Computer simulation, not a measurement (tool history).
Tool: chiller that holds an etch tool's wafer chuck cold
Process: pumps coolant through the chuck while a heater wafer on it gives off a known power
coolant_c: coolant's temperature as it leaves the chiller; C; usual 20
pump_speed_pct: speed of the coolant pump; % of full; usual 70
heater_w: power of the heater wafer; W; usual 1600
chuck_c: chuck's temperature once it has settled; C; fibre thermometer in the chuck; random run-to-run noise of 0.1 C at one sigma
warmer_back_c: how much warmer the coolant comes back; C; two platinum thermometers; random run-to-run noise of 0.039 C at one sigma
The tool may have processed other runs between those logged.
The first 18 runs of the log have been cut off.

| run | hour | coolant_c | pump_speed_pct | heater_w | hours since the coolant was changed and the channels were flushed | hours since the pump was overhauled | hours since the chiller's thermometer was calibrated | chuck_c | warmer_back_c |
|---|---|---|---|---|---|---|---|---|---|
| 19 | 627.5 | 28 | 64 | 1007 | 3250 | 1932 | 598 | 39.2 | 6.31 |
| 20 | 664.3 | 26 | 90 | 1141 | 3286 | 1968 | 635 | 36.2 | 4.96 |
| 21 | 700.7 | 24 | 61 | 931 | 3323 | 2005 | 671 | 34.8 | 6.22 |
| 22 | 750.7 | 24 | 61 | 931 | 3373 | 2055 | 721 | 35 | 6.18 |
| 23 | 782.7 | 24 | 61 | 931 | 3405 | 2087 | 753 | 34.8 | 6.22 |
| 24 | 817.4 | 24 | 67 | 2077 | 3439 | 2121 | 788 | 47.2 | 12.48 |
| 25 | 856.8 | 13 | 72 | 1615 | 3479 | 2161 | 827 | 30.3 | 8.98 |
| 26 | 902.7 | 12 | 65 | 1615 | 3525 | 2207 | 873 | 30.4 | 10.09 |
| 27 | 925.5 | 23 | 65 | 1552 | 3547 | 2230 | 896 | 40.8 | 9.69 |
| 28 | 962.4 | 12 | 74 | 1552 | 3584 | 2266 | 933 | 28.2 | 8.42 |
| 29 | 1009.1 | 12 | 94 | 942 | 3631 | 2313 | 980 | 20.4 | 3.89 |
| 30 | 1054 | 15 | 94 | 891 | 3676 | 2358 | 1024 | 22.8 | 3.77 |
| 31 | 1094.2 | 15 | 94 | 891 | 3716 | 2398 | 1065 | 22.7 | 3.75 |

Alternative continuations, all from the tool just after run 31; predict every row:
| A | 1132.4 | 13 | 66 | 1600 | 3754 | 2436 | 1103 | ? | ? |
| B | 1132.4 | 15 | 86 | 891 | 3754 | 2436 | 1103 | ? | ? |
| C | 1132.4 | 20 | 70 | 1504 | 3754 | 2436 | 1103 | ? | ? |
| D | 1132.4 | 22 | 61 | 1750 | 3754 | 2436 | 1103 | ? | ? |
| E | 1132.4 | 15 | 94 | 989 | 3754 | 2436 | 1103 | ? | ? |

| run | chuck_c | warmer_back_c |
|---|---|---|
| A | 31.3 | 9.96 |
| B | 23.2 | 4.15 |
| C | 36.4 | 8.72 |
| D | 43.2 | 11.95 |
| E | 23.9 | 4.14 |
With the hidden condition removed and each run's random variation left untouched, the same runs would have given:
| run | chuck_c | warmer_back_c |
|---|---|---|
| A | 27.5 | 8.99 |
| B | 21.5 | 3.75 |
| C | 33 | 7.88 |
| D | 38.9 | 10.79 |
| E | 22.1 | 3.73 |

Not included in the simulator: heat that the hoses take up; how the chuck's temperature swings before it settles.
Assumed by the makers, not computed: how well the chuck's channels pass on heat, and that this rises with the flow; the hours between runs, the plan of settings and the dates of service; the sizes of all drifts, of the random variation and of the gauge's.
